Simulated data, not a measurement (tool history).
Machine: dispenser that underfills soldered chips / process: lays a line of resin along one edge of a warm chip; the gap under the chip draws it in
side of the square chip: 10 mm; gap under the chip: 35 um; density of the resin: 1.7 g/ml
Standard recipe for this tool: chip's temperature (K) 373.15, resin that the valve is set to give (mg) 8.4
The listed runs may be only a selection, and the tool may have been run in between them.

run  hour  chip's temperature (K)  resin that the valve is set to give (mg)  time until the resin shows at the far edge (s)  resin that the valve gave (mg)
  1     0                  373.15                                       8.4                                           269.5                            8.41
  2   2.4                  380.15                                       8.4                                           224.8                             8.4
  3   6.9                  380.15                                       8.4                                           251.9                            8.42
  4   9.8                  373.15                                       8.4                                           333.3                            8.31
     12.6  -- new syringe of resin
  5  13.8                  373.15                                       8.4                                           258.1                            8.39
  6  18.6                  373.15                                      8.96                                           284.8                            8.84
  7  24.1                  385.15                                      8.96                                           226.2                            8.83
     26.8  -- new syringe of resin
  8  27.3                  375.15                                       8.4                                           242.7                            8.26
  9  31.2                  375.15                                       8.4                                           264.2                            8.26
 10  33.5                  375.15                                       8.4                                           274.7                            8.22
 11  35.9                  373.15                                      8.12                                           314.4                            7.93
 12  39.6                  373.15                                      8.12                                           338.7                            7.94
       41  -- new syringe of resin
 13  42.6                  373.15                                      8.12                                             262                            7.93
 14  45.8                  373.15                                      8.12                                           281.7                            7.89
 15  48.9                  373.15                                      8.65                                           299.1                            8.44
 16  53.3                  367.15                                       8.4                                           396.1                            8.19
     55.3  -- new syringe of resin
 17  57.1                  373.15                                      8.13                                           268.2                            7.84
 18  60.3                  373.15                                      8.13                                           295.2                            7.87
 19  65.5                  373.15                                      8.13                                           329.2                            7.82
     69.5  -- new syringe of resin
 20  70.1                  373.15                                      8.13                                           252.5                            7.81
 21  75.3                  380.15                                      8.13                                           233.2                            7.75
 22  79.5                  377.15                                       8.4                                           277.1                               8

For run 23, what comes out?
     83.5  -- new syringe of resin
 23  83.6                  367.15                                      8.02                                               ?                               ?

{"run 23": {"time until the resin shows at the far edge (s)": 309.7, "resin that the valve gave (mg)": 7.66}}
Were there no unlogged condition in the tool, this run, its random variation unchanged, would have produced time until the resin shows at the far edge (s) 298.9, resin that the valve gave (mg) 8.04.

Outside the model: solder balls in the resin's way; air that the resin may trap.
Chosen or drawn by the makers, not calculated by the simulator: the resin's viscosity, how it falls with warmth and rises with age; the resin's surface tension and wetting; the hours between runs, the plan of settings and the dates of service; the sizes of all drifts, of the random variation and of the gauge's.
